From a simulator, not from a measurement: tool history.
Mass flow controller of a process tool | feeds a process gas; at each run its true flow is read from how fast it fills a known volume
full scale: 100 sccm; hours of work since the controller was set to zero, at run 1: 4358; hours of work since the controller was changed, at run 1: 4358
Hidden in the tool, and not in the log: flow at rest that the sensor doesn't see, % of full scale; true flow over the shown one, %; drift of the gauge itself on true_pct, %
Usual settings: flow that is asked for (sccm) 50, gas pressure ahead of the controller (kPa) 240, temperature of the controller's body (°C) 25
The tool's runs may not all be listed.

run,day,flow that is asked for (sccm),gas pressure ahead of the controller (kPa),temperature of the controller's body (°C),hours of work since the controller was set to zero,hours of work since the controller was changed,true flow (%)
1,0.000,50,240,25,4358,4358,101.25
2,4.642,50,240,25,4429,4429,101.33
3,9.950,50,209,25,4510,4510,101.24
4,17.054,50,252,25,4619,4619,101.35
5,24.400,50,252,25,4731,4731,101.47
6,29.846,50,240,25,4814,4814,101.41
7,38.083,50,240,25,4939,4939,101.38
8,45.579,50,156,25,5054,5054,101.23
9,53.158,50,156,25,5169,5169,101.13
10,59.604,50,156,25,5268,5268,101.32
11,64.067,50,240,23,5336,5336,101.59
12,67.983,50,240,23,5395,5395,101.62
13,74.438,54,240,23,5494,5494,101.56
14,80.608,50,240,29,5588,5588,101.67
15,88.583,50,240,25,5710,5710,101.64
16,93.108,50,240,25,5779,5779,101.66
17,97.462,50,273,25,5845,5845,101.80
18,101.075,50,273,25,5900,5900,101.85
19,107.121,50,273,20,5992,5992,101.74
20,112.942,50,273,20,6081,6081,101.77
21,117.946,50,273,20,6157,6157,101.77
22,125.971,21,240,25,6280,6280,103.49
23,132.317,50,240,25,6377,6377,101.79
24,137.238,79,240,25,6452,6452,101.64
25,140.983,50,240,25,6509,6509,101.93
26,146.854,50,240,25,6598,6598,102.03

Run 27 comes next. What will it give?
27,152.117,50,240,32,6679,6679,?

{"run 27": {"true flow (%)": 102.11}}
Without the tool's hidden state the same run would have given true flow (%) 99.98.
